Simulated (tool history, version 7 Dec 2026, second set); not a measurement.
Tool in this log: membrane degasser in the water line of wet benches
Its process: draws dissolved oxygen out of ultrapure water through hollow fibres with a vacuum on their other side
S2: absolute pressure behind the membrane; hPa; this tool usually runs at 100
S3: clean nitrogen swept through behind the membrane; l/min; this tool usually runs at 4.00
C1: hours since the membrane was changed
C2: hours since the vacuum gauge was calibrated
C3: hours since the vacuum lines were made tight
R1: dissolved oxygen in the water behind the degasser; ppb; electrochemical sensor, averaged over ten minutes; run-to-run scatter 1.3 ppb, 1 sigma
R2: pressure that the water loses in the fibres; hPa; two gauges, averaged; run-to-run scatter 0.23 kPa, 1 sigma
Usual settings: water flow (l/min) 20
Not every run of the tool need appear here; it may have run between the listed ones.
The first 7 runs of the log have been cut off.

run 8 day=39.467 | water_flow_(l/min)=22 S2=70 S3=4.00 | C1=5553 C2=3114 C3=947 | R1=115.7 R2=653.1
run 9 day=43.462 | water_flow_(l/min)=22 S2=70 S3=4.00 | C1=5649 C2=3210 C3=1043 | R1=117.8 R2=654.4
run 10 day=50.912 | water_flow_(l/min)=22 S2=167 S3=4.00 | C1=5827 C2=3388 C3=1222 | R1=241.2 R2=654.4
run 11 day=56.538 | water_flow_(l/min)=22 S2=167 S3=4.00 | C1=5962 C2=3524 C3=1357 | R1=239.3 R2=652.4
run 12 day=59.729 | water_flow_(l/min)=22 S2=167 S3=4.00 | C1=6039 C2=3600 C3=1433 | R1=241.9 R2=651.2
run 13 day=63.229 | water_flow_(l/min)=20 S2=100 S3=4.00 | C1=6123 C2=3684 C3=1518 | R1=123.2 R2=590.3
run 14 day=70.829 | water_flow_(l/min)=20 S2=100 S3=4.00 | C1=6305 C2=3867 C3=1700 | R1=123.1 R2=590.9
run 15 day=74.983 | water_flow_(l/min)=20 S2=100 S3=4.00 | C1=6405 C2=3966 C3=1800 | R1=123.9 R2=595.3
run 16 day=80.967 | water_flow_(l/min)=20 S2=100 S3=4.00 | C1=6549 C2=4110 C3=1943 | R1=127.3 R2=592.5
run 17 day=84.958 | water_flow_(l/min)=20 S2=100 S3=4.00 | C1=6645 C2=4206 C3=2039 | R1=125.2 R2=589.9
run 18 day=89.662 | water_flow_(l/min)=20 S2=100 S3=4.00 | C1=6757 C2=4318 C3=2152 | R1=125.0 R2=591.5
run 19 day=93.333 | water_flow_(l/min)=20 S2=195 S3=2.56 | C1=6846 C2=4407 C3=2240 | R1=337.8 R2=590.6
run 20 day=99.583 | water_flow_(l/min)=20 S2=195 S3=2.56 | C1=6996 C2=4557 C3=2390 | R1=331.0 R2=590.8
run 21 day=106.358 | water_flow_(l/min)=20 S2=195 S3=2.56 | C1=7158 C2=4719 C3=2553 | R1=337.6 R2=591.7
run 22 day=109.700 | water_flow_(l/min)=20 S2=195 S3=2.56 | C1=7238 C2=4799 C3=2633 | R1=338.4 R2=588.4
run 23 day=115.388 | water_flow_(l/min)=20 S2=195 S3=2.56 | C1=7375 C2=4936 C3=2769 | R1=334.0 R2=583.0
run 24 day=121.596 | water_flow_(l/min)=21 S2=195 S3=5.47 | C1=7524 C2=5085 C3=2918 | R1=202.8 R2=618.9
run 25 day=128.496 | water_flow_(l/min)=21 S2=121 S3=5.47 | C1=7689 C2=5251 C3=3084 | R1=136.7 R2=615.3
run 26 day=134.654 | water_flow_(l/min)=21 S2=121 S3=9.89 | C1=7837 C2=5398 C3=3232 | R1=99.0 R2=612.3
run 27 day=138.471 | water_flow_(l/min)=19 S2=121 S3=2.95 | C1=7929 C2=5490 C3=3323 | R1=165.8 R2=554.3
run 28 day=142.592 | water_flow_(l/min)=16 S2=62 S3=5.75 | C1=8028 C2=5589 C3=3422 | R1=33.5 R2=469.0
run 29 day=147.683 | water_flow_(l/min)=16 S2=62 S3=5.75 | C1=8150 C2=5711 C3=3544 | R1=33.9 R2=469.0

Predict the results of run 30:
run 30 day=153.512 | water_flow_(l/min)=18 S2=132 S3=11.52 | C1=8290 C2=5851 C3=3684 | R1=? R2=?

R1: 63.5 ppb
R2: 527.5 hPa
With the hidden condition absent and the run-to-run variation left alone, this run would have shown R1 63.4 ppb, R2 538.4 hPa.
